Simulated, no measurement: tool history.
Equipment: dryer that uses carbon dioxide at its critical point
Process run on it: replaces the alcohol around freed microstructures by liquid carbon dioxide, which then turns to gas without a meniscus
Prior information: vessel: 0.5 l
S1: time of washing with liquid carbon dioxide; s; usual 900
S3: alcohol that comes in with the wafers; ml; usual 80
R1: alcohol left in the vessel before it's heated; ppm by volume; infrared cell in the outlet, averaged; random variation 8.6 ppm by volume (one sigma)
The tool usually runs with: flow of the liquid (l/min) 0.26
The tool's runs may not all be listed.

{"run": 1, "day": 0.0, "S1": 900, "flow of the liquid (l/min)": 0.26, "S3": 80, "R1": 553}
{"run": 2, "day": 0.571, "S1": 900, "flow of the liquid (l/min)": 0.26, "S3": 80, "R1": 569}
{"run": 3, "day": 1.467, "S1": 900, "flow of the liquid (l/min)": 0.26, "S3": 80, "R1": 587}
{"run": 4, "day": 2.058, "S1": 900, "flow of the liquid (l/min)": 0.26, "S3": 80, "R1": 574}
{"run": 5, "day": 2.55, "S1": 900, "flow of the liquid (l/min)": 0.26, "S3": 80, "R1": 577}
{"run": 6, "day": 3.142, "S1": 900, "flow of the liquid (l/min)": 0.26, "S3": 80, "R1": 589}
{"run": 7, "day": 3.596, "S1": 900, "flow of the liquid (l/min)": 0.26, "S3": 80, "R1": 602}
{"run": 8, "day": 4.342, "S1": 900, "flow of the liquid (l/min)": 0.26, "S3": 80, "R1": 628}
{"run": 9, "day": 5.233, "S1": 900, "flow of the liquid (l/min)": 0.26, "S3": 80, "R1": 633}
{"run": 10, "day": 5.792, "S1": 1320, "flow of the liquid (l/min)": 0.192, "S3": 80, "R1": 409}
{"run": 11, "day": 6.608, "S1": 840, "flow of the liquid (l/min)": 0.185, "S3": 32, "R1": 1609}
{"run": 12, "day": 7.65, "S1": 1140, "flow of the liquid (l/min)": 0.25, "S3": 39, "R1": 161}

Forecast run 13:
{"run": 13, "day": 8.662, "S1": 900, "flow of the liquid (l/min)": 0.407, "S3": 21, "R1": "?"}

R1: 79 ppm by volume
With no hidden state in the tool, this same run would have given R1 8 ppm by volume.
